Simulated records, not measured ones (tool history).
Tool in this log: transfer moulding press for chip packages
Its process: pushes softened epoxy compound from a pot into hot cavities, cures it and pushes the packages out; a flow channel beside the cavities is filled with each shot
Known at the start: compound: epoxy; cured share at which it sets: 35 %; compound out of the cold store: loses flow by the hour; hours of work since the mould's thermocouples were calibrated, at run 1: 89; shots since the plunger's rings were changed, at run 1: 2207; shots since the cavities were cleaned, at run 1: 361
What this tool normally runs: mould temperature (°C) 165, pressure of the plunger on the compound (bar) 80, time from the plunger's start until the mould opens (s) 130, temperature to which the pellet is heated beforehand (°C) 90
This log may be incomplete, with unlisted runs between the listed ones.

| run | hour | mould temperature (°C) | pressure of the plunger on the compound (bar) | time from the plunger's start until the mould opens (s) | temperature to which the pellet is heated beforehand (°C) | hours of work since the mould's thermocouples were calibrated | shots since the plunger's rings were changed | shots since the cavities were cleaned | incoming compound's hours out of the cold store | length that the compound runs in the flow channel (mm) | greatest force on the pins that push the packages out (N) |
|---|---|---|---|---|---|---|---|---|---|---|---|
| 1 | 0 | 165 | 80 | 130 | 90 | 89 | 2207 | 361 | 44.1 | 735 | 581 |
|  | 7.6 | cavities cleaned with cleaning compound and waxed |
| 2 | 18.5 | 165 | 80 | 130 | 90 | 100 | 2373 | 107 | 40.7 | 753 | 457 |
| 3 | 31.9 | 165 | 80 | 130 | 89 | 108 | 2504 | 238 | 33.8 | 770 | 541 |
| 4 | 40.5 | 165 | 80 | 130 | 89 | 114 | 2588 | 322 | 17.6 | 841 | 589 |
|  | 51.4 | cavities cleaned with cleaning compound and waxed |
| 5 | 51.8 | 172 | 80 | 130 | 90 | 120 | 2685 | 4 | 16.2 | 824 | 385 |
|  | 68.6 | plunger's sealing rings changed |
| 6 | 71.5 | 172 | 80 | 130 | 90 | 130 | 28 | 172 | 46.6 | 741 | 462 |
| 7 | 84.3 | 172 | 80 | 130 | 80 | 138 | 154 | 298 | 11.5 | 880 | 514 |
| 8 | 92.4 | 172 | 80 | 130 | 80 | 143 | 233 | 377 | 24.7 | 825 | 565 |
|  | 97.7 | cavities cleaned with cleaning compound and waxed |
| 9 | 106.7 | 165 | 80 | 130 | 95 | 151 | 358 | 88 | 42.3 | 775 | 468 |
| 10 | 119.8 | 165 | 80 | 130 | 95 | 159 | 487 | 217 | 28.1 | 832 | 548 |
| 11 | 132.5 | 165 | 80 | 130 | 95 | 167 | 611 | 341 | 35.4 | 792 | 602 |
|  | 141.8 | cavities cleaned with cleaning compound and waxed |
| 12 | 149.4 | 165 | 80 | 130 | 90 | 177 | 762 | 74 | 30.8 | 812 | 450 |
| 13 | 161.8 | 165 | 80 | 130 | 90 | 185 | 884 | 196 | 13.4 | 882 | 533 |
| 14 | 177.3 | 165 | 80 | 130 | 90 | 194 | 1036 | 348 | 27.3 | 817 | 593 |
|  | 185.7 | cavities cleaned with cleaning compound and waxed |
| 15 | 185.8 | 166 | 80 | 130 | 96 | 199 | 1104 | 1 | 37.6 | 771 | 381 |
| 16 | 197.1 | 165 | 80 | 130 | 81 | 206 | 1215 | 112 | 44.7 | 745 | 484 |
| 17 | 212.2 | 161 | 75 | 148 | 80 | 215 | 1363 | 260 | 25.5 | 812 | 571 |
| 18 | 226.1 | 158 | 80.2 | 158 | 88 | 224 | 1499 | 396 | 22.3 | 862 | 678 |
|  | 229.6 | cavities cleaned with cleaning compound and waxed |
| 19 | 243.4 | 168 | 80 | 130 | 90 | 233 | 1654 | 135 | 22.8 | 832 | 471 |
| 20 | 256.2 | 168 | 80 | 130 | 90 | 241 | 1779 | 260 | 17.2 | 840 | 523 |
| 21 | 265.3 | 168 | 80 | 130 | 90 | 247 | 1868 | 349 | 9.6 | 876 | 548 |
|  | 274.4 | cavities cleaned with cleaning compound and waxed |
| 22 | 276.4 | 163 | 70.1 | 130 | 84 | 253 | 1962 | 19 | 31.2 | 750 | 463 |
| 23 | 286.9 | 168 | 80 | 130 | 87 | 260 | 2065 | 122 | 18.9 | 836 | 465 |
| 24 | 304 | 166 | 80 | 130 | 98 | 270 | 2232 | 289 | 9.2 | 872 | 553 |
| 25 | 313.9 | 166 | 80 | 130 | 98 | 276 | 2329 | 386 | 13 | 852 | 620 |
|  | 318.2 | cavities cleaned with cleaning compound and waxed |
| 26 | 329.8 | 166 | 80 | 130 | 98 | 285 | 2471 | 114 | 31 | 779 | 467 |
| 27 | 344.8 | 166 | 80 | 130 | 98 | 295 | 2618 | 261 | 44.8 | 719 | 535 |
| 28 | 356.8 | 166 | 80 | 130 | 98 | 302 | 2736 | 379 | 36.6 | 752 | 564 |

Below, some changes in length that the compound runs in the flow channel (mm) between adjacent runs. For each, the amount present without the hidden state too (settings, incoming material, random variation) and the amount remaining for the hidden state with gauge scatter not shared by both compared results:
Hidden conditions of the tool in this case: true mould temperature over the reading, C; pressure that reaches the compound, % of what is set; grip of the stained cavities, % over clean ones'; drift of the gauge itself on flow_mm, %; drift of the gauge itself on push_out_n, %.
Run 5 -> 6: plunger's sealing rings changed. length that the compound runs in the flow channel (mm) -83: hidden state +41, all else -124.
Run 6 -> 7: temperature to which the pellet is heated beforehand (°C) 90 -> 80. length that the compound runs in the flow channel (mm) +139: hidden state -2, all else +141.
Run 17 -> 18: mould temperature (°C) 161 -> 158, pressure of the plunger on the compound (bar) 75 -> 80.2, time from the plunger's start until the mould opens (s) 148 -> 158, temperature to which the pellet is heated beforehand (°C) 80 -> 88. length that the compound runs in the flow channel (mm) +50: hidden state -5, all else +55.
Run 21 -> 22: mould temperature (°C) 168 -> 163, pressure of the plunger on the compound (bar) 80 -> 70.1, temperature to which the pellet is heated beforehand (°C) 90 -> 84, cavities cleaned with cleaning compound and waxed. length that the compound runs in the flow channel (mm) -126: hidden state +4, all else -130.

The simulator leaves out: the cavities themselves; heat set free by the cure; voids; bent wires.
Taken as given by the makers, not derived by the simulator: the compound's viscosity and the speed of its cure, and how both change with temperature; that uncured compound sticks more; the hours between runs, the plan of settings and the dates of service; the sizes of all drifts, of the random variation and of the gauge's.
